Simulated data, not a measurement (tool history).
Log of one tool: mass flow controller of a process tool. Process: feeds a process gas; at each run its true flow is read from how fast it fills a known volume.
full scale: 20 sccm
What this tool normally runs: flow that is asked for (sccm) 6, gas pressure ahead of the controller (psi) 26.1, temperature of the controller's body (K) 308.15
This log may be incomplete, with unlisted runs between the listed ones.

run    hour  flow that is asked for (sccm)  gas pressure ahead of the controller (psi)  temperature of the controller's body (K)  true flow (%)
  1       0                              6                                        26.1                                    308.15           98.7
  2    99.1                              3                                        26.1                                    308.15          98.43
  3   209.7                              2                                        26.1                                    308.15          98.35
  4   273.5                              2                                        26.1                                    308.15          98.34
  5   343.8                              2                                        26.1                                    308.15          98.49
  6   388.3                              2                                        20.5                                    308.15          98.49
  7   469.5                              2                                        20.5                                    308.15          98.49
  8   568.1                              2                                        20.5                                    308.15          98.54
  9   636.1                              2                                        20.5                                    308.15          98.59
 10   682.1                              2                                        20.5                                    308.15          98.72
 11   749.6                              2                                        20.5                                    308.15           98.8
 12   805.3                              2                                        20.5                                    308.15          98.79
 13   888.4                              2                                        20.5                                    308.15          99.13
 14   986.5                              6                                        26.1                                    294.15          98.45
 15  1089.2                              6                                        26.1                                    294.15          98.62
 16  1134.1                              6                                        26.1                                    294.15          98.73
 17  1194.2                              6                                        26.1                                    294.15          98.65
 18  1265.1                              6                                        32.9                                    308.15         100.41
 19    1328                              6                                        32.9                                    308.15         100.49
     1375.7  -- gauge calibrated
 20  1435.4                              3                                        26.1                                    308.15          98.49
 21  1495.5                              3                                        26.1                                    308.15          98.48
 22  1572.7                              3                                        26.1                                    308.15          98.49
 23  1669.9                              6                                        24.4                                    308.15          98.91
 24  1751.2                              6                                        24.4                                    308.15          99.29
 25  1819.4                              6                                        27.4                                    308.15          99.19
 26  1901.9                              6                                        27.4                                    308.15          99.45
 27  1979.1                             11                                        22.8                                    308.15         100.09
 28  2067.7                             19                                        30.2                                    298.15          100.7
 29  2119.7                             14                                        27.6                                    308.15         100.89
 30  2178.4                              2                                        31.2                                    310.15          99.38
 31  2269.2                              6                                        24.5                                    305.15          99.42
     2341.9  -- gauge calibrated
 32  2347.7                              6                                        24.5                                    305.15          98.51
 33  2400.2                              6                                        24.5                                    305.15           98.5
 34  2471.9                              6                                        22.9                                    308.15          98.84
 35  2569.8                              6                                        22.9                                    308.15           98.9
 36  2641.8                             15                                        22.3                                    308.15         100.44

Expected results for the next run?
 37  2687.8                             15                                        22.3                                    308.15              ?

For run 37 the tool returned true flow (%) 100.32.
Without the tool's hidden state the same run would have given true flow (%) 99.93.

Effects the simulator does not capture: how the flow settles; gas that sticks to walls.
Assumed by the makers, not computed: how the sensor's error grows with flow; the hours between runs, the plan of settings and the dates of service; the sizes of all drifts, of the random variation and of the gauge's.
